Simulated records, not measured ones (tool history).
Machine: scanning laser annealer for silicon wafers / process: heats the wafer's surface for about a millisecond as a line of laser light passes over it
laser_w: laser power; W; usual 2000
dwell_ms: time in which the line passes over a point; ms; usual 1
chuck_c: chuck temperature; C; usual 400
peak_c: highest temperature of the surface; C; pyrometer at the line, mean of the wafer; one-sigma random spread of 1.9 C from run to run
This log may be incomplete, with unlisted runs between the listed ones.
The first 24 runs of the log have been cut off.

run,hour,laser_w,dwell_ms,chuck_c,hours of work since the window was cleaned,hours of work since the power meter was calibrated,hours of work since the optics were aligned,peak_c
25,594.6,1736,0.88,400,257,666,426,1033
26,612.2,2187,0.72,364,268,677,437,1140
27,633.6,2177,0.86,364,281,690,450,1203
28,657.7,2096,0.71,416,296,705,465,1147
29,690.1,1750,1,439,316,725,485,1121
30,718.4,1750,1,439,333,742,502,1124
31,737.7,2000,1,435,345,754,514,1242
32,755.5,2000,1,435,356,765,525,1242
33,776.8,2000,1,435,369,778,538,1242
34,810.3,2000,1,379,390,799,559,1189
35,836.4,2000,1,379,406,815,575,1187
36,859.8,2103,0.74,373,420,829,589,1120
37,887,1978,0.92,400,437,846,606,1167

4 options for the next run, each taken on its own from the tool as it stands now. Forecast them:
A,909.2,2000,0.77,400,451,859,620,?
B,909.2,1904,0.89,400,451,859,620,?
C,909.2,2000,1.13,400,451,859,620,?
D,909.2,1850,1.16,393,451,859,620,?

run,peak_c
A,1114
B,1120
C,1253
D,1174
With the hidden condition removed and each run's random variation left untouched, the same runs would have given:
run,peak_c
A,1114
B,1120
C,1253
D,1175
